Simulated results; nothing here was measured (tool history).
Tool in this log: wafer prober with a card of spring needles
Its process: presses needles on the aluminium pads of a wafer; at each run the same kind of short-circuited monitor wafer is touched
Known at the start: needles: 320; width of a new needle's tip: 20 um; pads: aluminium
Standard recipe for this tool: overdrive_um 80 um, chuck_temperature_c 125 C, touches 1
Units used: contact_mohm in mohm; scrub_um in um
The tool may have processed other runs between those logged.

{"run": 1, "hour": 0.0, "overdrive_um": 80, "chuck_temperature_c": 125, "touches": 1, "contact_mohm": 283, "scrub_um": 16.38}
{"hour": 7.1, "done": "tips cleaned on abrasive film"}
{"hour": 22.0, "done": "tips cleaned on abrasive film"}
{"run": 2, "hour": 24.1, "overdrive_um": 80, "chuck_temperature_c": 125, "touches": 1, "contact_mohm": 233, "scrub_um": 16.29}
{"hour": 37.7, "done": "tips cleaned on abrasive film"}
{"run": 3, "hour": 44.7, "overdrive_um": 80, "chuck_temperature_c": 125, "touches": 1, "contact_mohm": 273, "scrub_um": 16.1}
{"hour": 52.9, "done": "tips cleaned on abrasive film"}
{"hour": 67.8, "done": "tips cleaned on abrasive film"}
{"run": 4, "hour": 68.4, "overdrive_um": 80, "chuck_temperature_c": 125, "touches": 1, "contact_mohm": 231, "scrub_um": 16.05}
{"hour": 82.7, "done": "tips cleaned on abrasive film"}
{"run": 5, "hour": 87.0, "overdrive_um": 80, "chuck_temperature_c": 125, "touches": 1, "contact_mohm": 252, "scrub_um": 16.15}
{"hour": 97.9, "done": "tips cleaned on abrasive film"}
{"run": 6, "hour": 106.1, "overdrive_um": 80, "chuck_temperature_c": 125, "touches": 1, "contact_mohm": 278, "scrub_um": 16.09}
{"hour": 113.3, "done": "tips cleaned on abrasive film"}
{"run": 7, "hour": 125.1, "overdrive_um": 80, "chuck_temperature_c": 125, "touches": 2, "contact_mohm": 269, "scrub_um": 16.03}
{"hour": 128.5, "done": "tips cleaned on abrasive film"}
{"run": 8, "hour": 137.4, "overdrive_um": 80, "chuck_temperature_c": 125, "touches": 2, "contact_mohm": 251, "scrub_um": 16.05}
{"hour": 143.2, "done": "tips cleaned on abrasive film"}
{"hour": 158.5, "done": "tips cleaned on abrasive film"}
{"run": 9, "hour": 162.1, "overdrive_um": 80, "chuck_temperature_c": 125, "touches": 2, "contact_mohm": 231, "scrub_um": 15.7}
{"hour": 173.4, "done": "tips cleaned on abrasive film"}
{"run": 10, "hour": 178.7, "overdrive_um": 62, "chuck_temperature_c": 125, "touches": 2, "contact_mohm": 277, "scrub_um": 12.17}
{"hour": 180.9, "done": "height of the first contact set anew"}
{"hour": 189.1, "done": "tips cleaned on abrasive film"}
{"run": 11, "hour": 189.6, "overdrive_um": 89, "chuck_temperature_c": 55, "touches": 2, "contact_mohm": 206, "scrub_um": 17.62}
{"hour": 204.6, "done": "tips cleaned on abrasive film"}
{"run": 12, "hour": 204.6, "overdrive_um": 89, "chuck_temperature_c": 55, "touches": 2, "contact_mohm": 202, "scrub_um": 17.32}
{"hour": 219.4, "done": "tips cleaned on abrasive film"}
{"run": 13, "hour": 222.4, "overdrive_um": 89, "chuck_temperature_c": 55, "touches": 2, "contact_mohm": 217, "scrub_um": 17.61}
{"hour": 235.8, "done": "tips cleaned on abrasive film"}
{"run": 14, "hour": 244.6, "overdrive_um": 89, "chuck_temperature_c": 47, "touches": 1, "contact_mohm": 258, "scrub_um": 17.5}
{"hour": 250.6, "done": "tips cleaned on abrasive film"}
{"hour": 258.5, "done": "height of the first contact set anew, once more"}
{"run": 15, "hour": 264.7, "overdrive_um": 89, "chuck_temperature_c": 103, "touches": 1, "contact_mohm": 290, "scrub_um": 18.14}
{"hour": 265.9, "done": "tips cleaned on abrasive film"}
{"run": 16, "hour": 279.4, "overdrive_um": 89, "chuck_temperature_c": 103, "touches": 2, "contact_mohm": 257, "scrub_um": 18.29}
{"hour": 281.5, "done": "tips cleaned on abrasive film"}
{"run": 17, "hour": 294.7, "overdrive_um": 89, "chuck_temperature_c": 103, "touches": 2, "contact_mohm": 258, "scrub_um": 17.98}
{"hour": 296.2, "done": "tips cleaned on abrasive film"}
{"hour": 311.6, "done": "tips cleaned on abrasive film"}
{"run": 18, "hour": 315.1, "overdrive_um": 63, "chuck_temperature_c": 125, "touches": 2, "contact_mohm": 262, "scrub_um": 12.73}

Some steps in contact_mohm between neighbouring runs. How much of each would the tool show without its hidden state too (settings, what came in, random variation), and how much is left for the hidden state, with any gauge scatter that isn't in both results?
The tool's hidden condition here consists of: debris on the tips, nm; way that the needles fall short of the set height, um; tips' diameter, um; drift of the gauge itself on contact_mohm, %; drift of the gauge itself on scrub_um, %.
Run 1 -> 2: tips cleaned on abrasive film, tips cleaned on abrasive film. contact_mohm -50 mohm: hidden state -49, all else -1.
Run 10 -> 11: overdrive_um 62 -> 89, chuck_temperature_c 125 -> 55, height of the first contact set anew, tips cleaned on abrasive film. contact_mohm -71 mohm: hidden state -46, all else -25.
